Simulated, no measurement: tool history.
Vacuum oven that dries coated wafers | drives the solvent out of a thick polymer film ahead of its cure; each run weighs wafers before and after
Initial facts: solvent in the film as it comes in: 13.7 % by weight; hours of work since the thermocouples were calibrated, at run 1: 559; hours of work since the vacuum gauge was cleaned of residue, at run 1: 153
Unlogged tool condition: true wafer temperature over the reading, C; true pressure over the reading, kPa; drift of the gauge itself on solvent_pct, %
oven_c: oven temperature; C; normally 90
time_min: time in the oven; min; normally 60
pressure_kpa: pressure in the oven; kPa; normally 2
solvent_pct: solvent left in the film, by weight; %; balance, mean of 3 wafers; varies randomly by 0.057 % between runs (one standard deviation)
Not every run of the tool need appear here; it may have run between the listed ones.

run	hour	oven_c	time_min	pressure_kpa	hours of work since the thermocouples were calibrated	hours of work since the vacuum gauge was cleaned of residue	solvent_pct
1	0	90	60	2	559	153	2.86
2	30.3	90	60	2	573	166	2.92
3	52.5	90	60	2	583	176	2.94
4	72.4	90	60	2	592	185	2.91
5	89.2	90	60	2	599	193	2.96
6	111.4	90	60	2	609	203	2.93
7	127.9	90	60	2	617	211	2.98
8	146.9	78	60	2	626	219	5.66
9	161.5	78	58	2	632	226	5.74
10	185.6	90	48	2	643	237	3.73

Run 11, settings as shown, results not yet in. Your forecast:
11	206.2	105	62	1.58	652	246	?

Run 11 gave solvent_pct 0.87 %.
The same run, on a tool lacking any hidden state, would have yielded solvent_pct 0.76 %.

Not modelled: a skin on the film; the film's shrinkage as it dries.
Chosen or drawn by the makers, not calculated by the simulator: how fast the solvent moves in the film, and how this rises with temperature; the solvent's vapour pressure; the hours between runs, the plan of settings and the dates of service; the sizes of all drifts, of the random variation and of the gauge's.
